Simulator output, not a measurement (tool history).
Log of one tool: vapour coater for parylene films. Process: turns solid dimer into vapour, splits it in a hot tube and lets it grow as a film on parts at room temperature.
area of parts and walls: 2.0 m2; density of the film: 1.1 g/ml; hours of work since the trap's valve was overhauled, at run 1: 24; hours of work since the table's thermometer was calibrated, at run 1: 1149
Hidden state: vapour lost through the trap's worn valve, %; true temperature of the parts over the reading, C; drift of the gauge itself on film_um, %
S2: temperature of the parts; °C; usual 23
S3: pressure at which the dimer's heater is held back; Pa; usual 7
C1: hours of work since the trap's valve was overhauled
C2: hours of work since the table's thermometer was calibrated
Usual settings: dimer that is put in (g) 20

{"run": 1, "day": 0.0, "dimer that is put in (g)": 20, "S2": 23, "S3": 7, "C1": 24, "C2": 1149, "thickness of the film (um)": 6.01}
{"run": 2, "day": 3.421, "dimer that is put in (g)": 20, "S2": 23, "S3": 7, "C1": 89, "C2": 1213, "thickness of the film (um)": 5.9}
{"run": 3, "day": 5.771, "dimer that is put in (g)": 20, "S2": 23, "S3": 7, "C1": 133, "C2": 1258, "thickness of the film (um)": 5.9}
{"run": 4, "day": 8.688, "dimer that is put in (g)": 20, "S2": 23, "S3": 7, "C1": 188, "C2": 1313, "thickness of the film (um)": 5.94}
{"day": 9.912, "done": "trap's valve overhauled"}
{"run": 5, "day": 10.346, "dimer that is put in (g)": 20, "S2": 23, "S3": 7, "C1": 8, "C2": 1341, "thickness of the film (um)": 5.99}
{"run": 6, "day": 12.154, "dimer that is put in (g)": 20, "S2": 23, "S3": 11.29, "C1": 42, "C2": 1375, "thickness of the film (um)": 5.39}
{"run": 7, "day": 14.154, "dimer that is put in (g)": 20, "S2": 23, "S3": 7.1, "C1": 80, "C2": 1413, "thickness of the film (um)": 5.93}
{"run": 8, "day": 16.538, "dimer that is put in (g)": 20, "S2": 23, "S3": 7.1, "C1": 125, "C2": 1458, "thickness of the film (um)": 5.87}
{"run": 9, "day": 19.958, "dimer that is put in (g)": 20, "S2": 23, "S3": 7, "C1": 190, "C2": 1522, "thickness of the film (um)": 5.88}
{"day": 21.133, "done": "trap's valve overhauled"}
{"run": 10, "day": 23.325, "dimer that is put in (g)": 20, "S2": 23, "S3": 7, "C1": 41, "C2": 1583, "thickness of the film (um)": 6.05}
{"run": 11, "day": 24.85, "dimer that is put in (g)": 20, "S2": 23, "S3": 7, "C1": 70, "C2": 1612, "thickness of the film (um)": 5.94}
{"run": 12, "day": 27.225, "dimer that is put in (g)": 20, "S2": 18, "S3": 7, "C1": 115, "C2": 1657, "thickness of the film (um)": 6.82}
{"run": 13, "day": 29.662, "dimer that is put in (g)": 20, "S2": 23, "S3": 7, "C1": 161, "C2": 1703, "thickness of the film (um)": 5.9}
{"day": 32.229, "done": "trap's valve overhauled"}
{"run": 14, "day": 32.662, "dimer that is put in (g)": 20, "S2": 23, "S3": 7, "C1": 8, "C2": 1756, "thickness of the film (um)": 6.01}
{"run": 15, "day": 35.754, "dimer that is put in (g)": 20, "S2": 23, "S3": 7, "C1": 67, "C2": 1815, "thickness of the film (um)": 5.94}
{"run": 16, "day": 39.258, "dimer that is put in (g)": 20, "S2": 23, "S3": 7, "C1": 133, "C2": 1881, "thickness of the film (um)": 6.01}
{"day": 40.483, "done": "table's thermometer calibrated"}
{"run": 17, "day": 41.079, "dimer that is put in (g)": 20, "S2": 23, "S3": 7, "C1": 166, "C2": 11, "thickness of the film (um)": 5.92}
{"day": 43.496, "done": "trap's valve overhauled"}
{"run": 18, "day": 44.742, "dimer that is put in (g)": 20, "S2": 23, "S3": 7, "C1": 24, "C2": 77, "thickness of the film (um)": 5.96}
{"run": 19, "day": 47.45, "dimer that is put in (g)": 20, "S2": 23, "S3": 7, "C1": 75, "C2": 128, "thickness of the film (um)": 5.97}
{"run": 20, "day": 49.821, "dimer that is put in (g)": 31, "S2": 21, "S3": 6.88, "C1": 120, "C2": 173, "thickness of the film (um)": 9.9}
{"run": 21, "day": 51.392, "dimer that is put in (g)": 9, "S2": 23, "S3": 7, "C1": 149, "C2": 203, "thickness of the film (um)": 2.69}
{"run": 22, "day": 53.254, "dimer that is put in (g)": 25, "S2": 34, "S3": 7, "C1": 184, "C2": 238, "thickness of the film (um)": 5.39}
{"day": 54.617, "done": "trap's valve overhauled"}
{"run": 23, "day": 55.408, "dimer that is put in (g)": 12, "S2": 23, "S3": 7, "C1": 15, "C2": 276, "thickness of the film (um)": 3.54}
{"run": 24, "day": 57.271, "dimer that is put in (g)": 33, "S2": 23, "S3": 6.8, "C1": 50, "C2": 311, "thickness of the film (um)": 9.79}
{"run": 25, "day": 59.65, "dimer that is put in (g)": 34, "S2": 18, "S3": 7.88, "C1": 95, "C2": 356, "thickness of the film (um)": 11.31}
{"run": 26, "day": 61.238, "dimer that is put in (g)": 34, "S2": 18, "S3": 7.88, "C1": 125, "C2": 386, "thickness of the film (um)": 11.31}
{"run": 27, "day": 63.712, "dimer that is put in (g)": 20, "S2": 23, "S3": 2.17, "C1": 172, "C2": 432, "thickness of the film (um)": 7.8}
{"day": 65.754, "done": "trap's valve overhauled"}
{"run": 28, "day": 67.579, "dimer that is put in (g)": 33, "S2": 32, "S3": 2.97, "C1": 34, "C2": 502, "thickness of the film (um)": 9.24}
{"run": 29, "day": 70.654, "dimer that is put in (g)": 20, "S2": 33, "S3": 8.82, "C1": 93, "C2": 561, "thickness of the film (um)": 4.23}
{"run": 30, "day": 73.35, "dimer that is put in (g)": 20, "S2": 23, "S3": 7.08, "C1": 144, "C2": 611, "thickness of the film (um)": 5.9}
{"run": 31, "day": 74.871, "dimer that is put in (g)": 13, "S2": 30, "S3": 7.08, "C1": 172, "C2": 640, "thickness of the film (um)": 3.16}
{"run": 32, "day": 76.521, "dimer that is put in (g)": 13, "S2": 30, "S3": 7.08, "C1": 203, "C2": 671, "thickness of the film (um)": 3.18}
{"day": 77.008, "done": "trap's valve overhauled"}
{"run": 33, "day": 78.179, "dimer that is put in (g)": 8, "S2": 31, "S3": 2.29, "C1": 22, "C2": 700, "thickness of the film (um)": 2.42}
{"run": 34, "day": 81.554, "dimer that is put in (g)": 8, "S2": 31, "S3": 2.29, "C1": 86, "C2": 763, "thickness of the film (um)": 2.48}
{"run": 35, "day": 83.108, "dimer that is put in (g)": 13, "S2": 16, "S3": 2.71, "C1": 115, "C2": 793, "thickness of the film (um)": 5.81}

How the hidden state differs across the entries between the runs, from the last listed run before each to the first after it:
Between runs 4 and 5: trap's valve overhauled (day 9.912)
  vapour lost through the trap's worn valve, %: 0.6 -> 0
Between runs 9 and 10: trap's valve overhauled (day 21.133)
  vapour lost through the trap's worn valve, %: 0.6 -> 0.1
Between runs 13 and 14: trap's valve overhauled (day 32.229)
  vapour lost through the trap's worn valve, %: 0.5 -> 0
Between runs 16 and 17: table's thermometer calibrated (day 40.483)
  vapour lost through the trap's worn valve, %: 0.4 -> 0.5; true temperature of the parts over the reading, C: -0.04 -> 0
Between runs 17 and 18: trap's valve overhauled (day 43.496)
  vapour lost through the trap's worn valve, %: 0.5 -> 0.1
Between runs 22 and 23: trap's valve overhauled (day 54.617)
  vapour lost through the trap's worn valve, %: 0.5 -> 0.1
Between runs 27 and 28: trap's valve overhauled (day 65.754)
  vapour lost through the trap's worn valve, %: 0.5 -> 0.1
Between runs 32 and 33: trap's valve overhauled (day 77.008)
  vapour lost through the trap's worn valve, %: 0.6 -> 0.1
